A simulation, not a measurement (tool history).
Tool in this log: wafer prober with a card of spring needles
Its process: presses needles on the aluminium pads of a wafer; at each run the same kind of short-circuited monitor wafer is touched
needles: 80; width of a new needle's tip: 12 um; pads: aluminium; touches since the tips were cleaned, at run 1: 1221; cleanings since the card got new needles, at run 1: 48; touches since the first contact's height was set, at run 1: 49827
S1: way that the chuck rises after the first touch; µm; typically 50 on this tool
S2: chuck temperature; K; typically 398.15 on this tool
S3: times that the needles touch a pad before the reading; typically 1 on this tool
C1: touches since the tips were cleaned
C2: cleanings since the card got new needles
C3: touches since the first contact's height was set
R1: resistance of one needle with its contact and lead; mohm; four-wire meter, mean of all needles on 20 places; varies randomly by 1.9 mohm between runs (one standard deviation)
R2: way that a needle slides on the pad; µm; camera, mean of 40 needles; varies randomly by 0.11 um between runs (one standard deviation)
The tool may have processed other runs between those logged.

| run | hour | S1 | S2 | S3 | C1 | C2 | C3 | R1 | R2 |
|---|---|---|---|---|---|---|---|---|---|
| 1 | 0 | 50 | 398.15 | 1 | 1221 | 48 | 49827 | 248 | 12.59 |
|  | 1.5 | tips cleaned on abrasive film |
|  | 5.1 | tips cleaned on abrasive film |
|  | 8.6 | tips cleaned on abrasive film |
|  | 12.2 | tips cleaned on abrasive film |
|  | 15.8 | tips cleaned on abrasive film |
|  | 19.3 | tips cleaned on abrasive film |
|  | 20.3 | height of the first contact set anew |
|  | 23.2 | tips cleaned on abrasive film |
|  | 26.8 | tips cleaned on abrasive film |
|  | 30.4 | tips cleaned on abrasive film |
| 2 | 31.4 | 50 | 398.15 | 1 | 717 | 57 | 7454 | 238 | 12.95 |
|  | 33.6 | tips cleaned on abrasive film |
|  | 36.5 | tips cleaned on abrasive film |
|  | 40 | tips cleaned on abrasive film |
|  | 43.6 | tips cleaned on abrasive film |
|  | 47.2 | tips cleaned on abrasive film |
| 3 | 47.5 | 50 | 398.15 | 2 | 206 | 62 | 18247 | 215 | 12.87 |
|  | 50.3 | tips cleaned on abrasive film |
|  | 53.2 | tips cleaned on abrasive film |
|  | 56.8 | tips cleaned on abrasive film |
|  | 60.4 | tips cleaned on abrasive film |
|  | 63.2 | tips cleaned on abrasive film |
|  | 66.8 | tips cleaned on abrasive film |
|  | 69.8 | tips cleaned on abrasive film |
| 4 | 69.8 | 50 | 398.15 | 1 | 0 | 69 | 33222 | 219 | 12.8 |
|  | 73.3 | tips cleaned on abrasive film |
|  | 76.9 | tips cleaned on abrasive film |
|  | 80.5 | tips cleaned on abrasive film |
|  | 83.4 | tips cleaned on abrasive film |
|  | 86.9 | tips cleaned on abrasive film |
| 5 | 88 | 50 | 398.15 | 1 | 733 | 74 | 45504 | 241 | 12.54 |
|  | 90.2 | tips cleaned on abrasive film |
|  | 93.7 | tips cleaned on abrasive film |
|  | 97.3 | tips cleaned on abrasive film |
|  | 100.9 | tips cleaned on abrasive film |
|  | 104.5 | tips cleaned on abrasive film |
|  | 108 | tips cleaned on abrasive film |
|  | 111.6 | tips cleaned on abrasive film |
|  | 114.7 | height of the first contact set anew |
|  | 115.5 | tips cleaned on abrasive film |
| 6 | 115.9 | 50 | 398.15 | 1 | 332 | 82 | 814 | 228 | 13.22 |
|  | 118.8 | tips cleaned on abrasive film |
|  | 122.4 | tips cleaned on abrasive film |
|  | 126 | tips cleaned on abrasive film |
|  | 129.5 | tips cleaned on abrasive film |
| 7 | 131.4 | 50 | 398.15 | 1 | 1283 | 86 | 11241 | 258 | 12.9 |
|  | 132.2 | tips cleaned on abrasive film, once more |
|  | 135.8 | tips cleaned on abrasive film |
|  | 139.3 | tips cleaned on abrasive film |
|  | 142.9 | tips cleaned on abrasive film |
|  | 146.5 | tips cleaned on abrasive film |
|  | 150 | tips cleaned on abrasive film |
| 8 | 150.8 | 50 | 398.15 | 1 | 560 | 92 | 24313 | 236 | 12.9 |
|  | 153 | tips cleaned on abrasive film |
|  | 156.6 | tips cleaned on abrasive film |
|  | 160.2 | tips cleaned on abrasive film |
|  | 163.7 | tips cleaned on abrasive film |
|  | 167.3 | tips cleaned on abrasive film |
|  | 170.9 | tips cleaned on abrasive film |
| 9 | 171.2 | 50 | 398.15 | 1 | 242 | 98 | 38026 | 224 | 12.66 |
|  | 174.1 | tips cleaned on abrasive film |
|  | 177.7 | tips cleaned on abrasive film |
|  | 181.2 | tips cleaned on abrasive film |
|  | 184.8 | tips cleaned on abrasive film |
|  | 188.4 | tips cleaned on abrasive film |
|  | 192 | tips cleaned on abrasive film |
|  | 195.5 | tips cleaned on abrasive film |
|  | 199.1 | tips cleaned on abrasive film |
|  | 202.2 | tips cleaned on abrasive film |
| 10 | 202.2 | 50 | 398.15 | 1 | 0 | 107 | 58854 | 213 | 12.31 |
|  | 205.1 | tips cleaned on abrasive film |
|  | 208.6 | tips cleaned on abrasive film |
|  | 208.9 | height of the first contact set anew |
|  | 212.5 | tips cleaned on abrasive film |
|  | 216.1 | tips cleaned on abrasive film |
|  | 219.6 | tips cleaned on abrasive film |
|  | 223.2 | tips cleaned on abrasive film |
| 11 | 224 | 50 | 398.15 | 1 | 581 | 113 | 10206 | 240 | 13.14 |
|  | 226.2 | tips cleaned on abrasive film |
|  | 229.8 | tips cleaned on abrasive film |
|  | 232.7 | tips cleaned on abrasive film |
|  | 236.3 | tips cleaned on abrasive film |
|  | 239.8 | tips cleaned on abrasive film |
|  | 243.4 | tips cleaned on abrasive film |
|  | 247 | tips cleaned on abrasive film |
|  | 250.5 | tips cleaned on abrasive film |
| 12 | 253.1 | 41 | 313.15 | 3 | 1796 | 121 | 29810 | 234 | 10.41 |
|  | 253.9 | tips cleaned on abrasive film |
|  | 257.5 | tips cleaned on abrasive film |
|  | 261.1 | tips cleaned on abrasive film |
|  | 264.6 | tips cleaned on abrasive film |
|  | 268.2 | tips cleaned on abrasive film |
|  | 271.8 | tips cleaned on abrasive film |
|  | 275.3 | tips cleaned on abrasive film |
|  | 278.2 | tips cleaned on abrasive film |
|  | 281.8 | tips cleaned on abrasive film |
| 13 | 281.9 | 51 | 376.15 | 1 | 44 | 130 | 49104 | 215 | 12.72 |
|  | 284.7 | tips cleaned on abrasive film |
|  | 288.3 | tips cleaned on abrasive film |
|  | 291.9 | tips cleaned on abrasive film |
|  | 295.5 | tips cleaned on abrasive film |
|  | 299 | tips cleaned on abrasive film |
|  | 302.6 | tips cleaned on abrasive film |
|  | 302.9 | height of the first contact set anew |
|  | 306.5 | tips cleaned on abrasive film |
|  | 309.3 | tips cleaned on abrasive film |
| 14 | 310 | 51 | 376.15 | 1 | 443 | 138 | 4774 | 229 | 13.49 |
|  | 312.9 | tips cleaned on abrasive film |
|  | 316.4 | tips cleaned on abrasive film |
|  | 320 | tips cleaned on abrasive film |
|  | 323.6 | tips cleaned on abrasive film |
|  | 327.1 | tips cleaned on abrasive film |
| 15 | 329.4 | 51 | 376.15 | 1 | 1533 | 143 | 17857 | 265 | 13.13 |
|  | 330.2 | tips cleaned on abrasive film |
|  | 333.7 | tips cleaned on abrasive film |
|  | 337.3 | tips cleaned on abrasive film |
|  | 340.9 | tips cleaned on abrasive film |
|  | 344.4 | tips cleaned on abrasive film |
|  | 348 | tips cleaned on abrasive film |
|  | 350.9 | tips cleaned on abrasive film |
|  | 354.5 | tips cleaned on abrasive film |
|  | 357.3 | tips cleaned on abrasive film |
|  | 360.9 | tips cleaned on abrasive film |
| 16 | 361.3 | 36 | 343.15 | 1 | 268 | 153 | 39305 | 253 | 9.01 |
|  | 364.2 | tips cleaned on abrasive film |
|  | 367.7 | tips cleaned on abrasive film |
|  | 371.3 | tips cleaned on abrasive film |
|  | 374.9 | tips cleaned on abrasive film |
|  | 378.5 | tips cleaned on abrasive film |
|  | 382 | tips cleaned on abrasive film |
|  | 385.6 | tips cleaned on abrasive film |
|  | 389.2 | tips cleaned on abrasive film |
|  | 401.2 | card fitted with new needles |
| 17 | 401.6 | 36 | 343.15 | 1 | 282 | 0 | 282 | 208 | 9.31 |
|  | 404.5 | tips cleaned on abrasive film |
|  | 408 | tips cleaned on abrasive film |
|  | 411.6 | tips cleaned on abrasive film |
|  | 415.2 | tips cleaned on abrasive film |
|  | 418.7 | tips cleaned on abrasive film |
|  | 422.3 | tips cleaned on abrasive film |
|  | 425.9 | tips cleaned on abrasive film |
| 18 | 427.1 | 34 | 322.15 | 3 | 838 | 7 | 17481 | 216 | 8.73 |
|  | 429.3 | tips cleaned on abrasive film |
|  | 432.8 | tips cleaned on abrasive film |
|  | 436.4 | tips cleaned on abrasive film |
|  | 440 | tips cleaned on abrasive film |
|  | 443.6 | tips cleaned on abrasive film |
| 19 | 446.1 | 50 | 345.15 | 3 | 1767 | 12 | 30316 | 213 | 12.94 |
|  | 446.9 | tips cleaned on abrasive film |
|  | 449.8 | tips cleaned on abrasive film |
|  | 453.3 | tips cleaned on abrasive film |
|  | 456.9 | tips cleaned on abrasive film |
|  | 460.5 | tips cleaned on abrasive film |
|  | 464.1 | tips cleaned on abrasive film |
|  | 467.6 | tips cleaned on abrasive film |
|  | 470.5 | tips cleaned on abrasive film |
|  | 474.1 | tips cleaned on abrasive film |
| 20 | 475.4 | 50 | 345.15 | 3 | 903 | 21 | 49987 | 215 | 12.38 |
|  | 477.6 | tips cleaned on abrasive film |
|  | 481.1 | tips cleaned on abrasive film |
|  | 484.7 | tips cleaned on abrasive film |
|  | 488.3 | tips cleaned on abrasive film |
|  | 491.9 | tips cleaned on abrasive film |
| 21 | 492.6 | 51 | 344.15 | 2 | 487 | 26 | 61543 | 207 | 12.65 |
|  | 494.8 | tips cleaned on abrasive film |
|  | 495.1 | height of the first contact set anew |
|  | 497.9 | tips cleaned on abrasive film |
|  | 501.5 | tips cleaned on abrasive film |
|  | 505.1 | tips cleaned on abrasive film |
|  | 508.6 | tips cleaned on abrasive film |
|  | 512.2 | tips cleaned on abrasive film |
| 22 | 512.2 | 64 | 336.15 | 2 | 0 | 32 | 11528 | 194 | 16.7 |

3 options for the next run, each taken on its own from the tool as it stands now. Forecast them:
|  | 515.1 | tips cleaned on abrasive film |
|  | 518.6 | tips cleaned on abrasive film |
|  | 522.2 | tips cleaned on abrasive film |
|  | 525.8 | tips cleaned on abrasive film |
|  | 529.3 | tips cleaned on abrasive film |
| A | 529.8 | 64 | 336.15 | 1 | 297 | 37 | 23375 | ? | ? |
|  | 515.1 | tips cleaned on abrasive film |
|  | 518.6 | tips cleaned on abrasive film |
|  | 522.2 | tips cleaned on abrasive film |
|  | 525.8 | tips cleaned on abrasive film |
|  | 529.3 | tips cleaned on abrasive film |
| B | 529.8 | 47 | 331.15 | 1 | 297 | 37 | 23375 | ? | ? |
|  | 515.1 | tips cleaned on abrasive film |
|  | 518.6 | tips cleaned on abrasive film |
|  | 522.2 | tips cleaned on abrasive film |
|  | 525.8 | tips cleaned on abrasive film |
|  | 529.3 | tips cleaned on abrasive film |
| C | 529.8 | 61 | 329.15 | 2 | 297 | 37 | 23375 | ? | ? |

| run | R1 | R2 |
|---|---|---|
| A | 206 | 16.56 |
| B | 215 | 11.95 |
| C | 197 | 15.76 |
Without the tool's hidden state the same runs would have given:
| run | R1 | R2 |
|---|---|---|
| A | 194 | 16.88 |
| B | 195 | 12.27 |
| C | 189 | 16.08 |

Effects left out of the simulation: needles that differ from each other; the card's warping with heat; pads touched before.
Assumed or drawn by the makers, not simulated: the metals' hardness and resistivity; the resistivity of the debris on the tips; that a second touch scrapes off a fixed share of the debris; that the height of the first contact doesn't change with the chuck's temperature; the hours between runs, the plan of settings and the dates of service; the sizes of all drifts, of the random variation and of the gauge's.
